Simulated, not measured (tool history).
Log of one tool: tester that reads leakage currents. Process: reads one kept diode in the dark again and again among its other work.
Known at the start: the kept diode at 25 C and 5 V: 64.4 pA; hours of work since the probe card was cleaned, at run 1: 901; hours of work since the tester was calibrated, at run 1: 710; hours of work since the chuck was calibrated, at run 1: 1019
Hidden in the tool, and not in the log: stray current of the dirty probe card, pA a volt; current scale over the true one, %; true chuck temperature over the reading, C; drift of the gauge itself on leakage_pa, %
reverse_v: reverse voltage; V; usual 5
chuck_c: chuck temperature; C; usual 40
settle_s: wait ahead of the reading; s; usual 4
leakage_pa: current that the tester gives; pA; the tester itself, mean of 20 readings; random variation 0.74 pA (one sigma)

run,day,reverse_v,chuck_c,settle_s,hours of work since the probe card was cleaned,hours of work since the tester was calibrated,hours of work since the chuck was calibrated,leakage_pa
1,0,5,40,4,901,710,1019,274.68
2,1.879,5,40,4,927,737,1046,278.51
3,3.562,5,40,4,952,761,1070,277.4
4,5.238,5,60,4,975,785,1094,1347.48
5,6.167,5,60,4,989,798,1107,1354.93
6,7.075,5,60,4,1002,811,1120,1351.5
7,8.162,5,40,3.07,1017,827,1136,279.81
8,9.762,5,40,0.65,1040,850,1158,281.03
# day 11.642: chuck's temperature calibrated
9,11.708,5,40,0.65,1067,876,1,251.64
10,13.267,5,40,0.3,1089,899,23,254.06
11,14.225,5,40,0.3,1103,912,37,254.85
12,15.104,5,40,0.3,1115,925,49,255.67
13,16.233,5,40,0.3,1131,941,66,256.07
14,17.242,3.35,40,0.3,1146,955,80,204.97
15,18.717,3.35,40,0.3,1167,976,101,205.66
16,19.829,2.44,40,4,1183,992,117,174.14
17,21.592,2.44,40,3.28,1208,1017,142,174.09
18,22.425,2.44,40,3.28,1220,1029,154,174.09
19,23.358,2.44,40,3.28,1233,1043,167,173.66
20,25.4,5,40,4,1262,1072,197,257.22
21,26.279,2.82,26,4.55,1275,1084,209,57.21
22,28.208,2.82,26,4.55,1302,1112,237,57.58
23,29.179,7.69,22,1.22,1316,1126,250,74.14
24,31.162,7.69,22,1.22,1345,1154,279,74.28
25,32.071,5,40,2.01,1358,1167,292,260.76
26,34.075,2.86,40,0.41,1386,1196,320,192.38
27,35.162,2.86,28,0.41,1402,1211,336,70.42
28,36.288,2.86,28,0.41,1418,1227,352,70.8
29,37.617,2.86,28,0.41,1437,1246,371,70.73
30,38.908,3.89,28,1.97,1455,1265,389,82.88
31,39.808,11.3,43,2.78,1468,1278,402,525.34
32,40.654,1.15,40,2.22,1480,1290,414,118.24
33,42.592,1.15,40,2.22,1508,1317,442,118.65
34,44.375,1.2,58,2.29,1533,1343,468,509.76
35,46.308,7.55,57,5.26,1561,1370,495,1270.14
36,47.475,7.55,57,5.26,1578,1387,512,1273.13
37,49.146,7.55,57,5.26,1601,1411,536,1269.93

Run 38 comes next. What will it give?
38,50.317,7.55,57,5.26,1618,1428,552,?

leakage_pa: 1276.07 pA
Without the tool's hidden state the same run would have given leakage_pa 1220.08 pA.

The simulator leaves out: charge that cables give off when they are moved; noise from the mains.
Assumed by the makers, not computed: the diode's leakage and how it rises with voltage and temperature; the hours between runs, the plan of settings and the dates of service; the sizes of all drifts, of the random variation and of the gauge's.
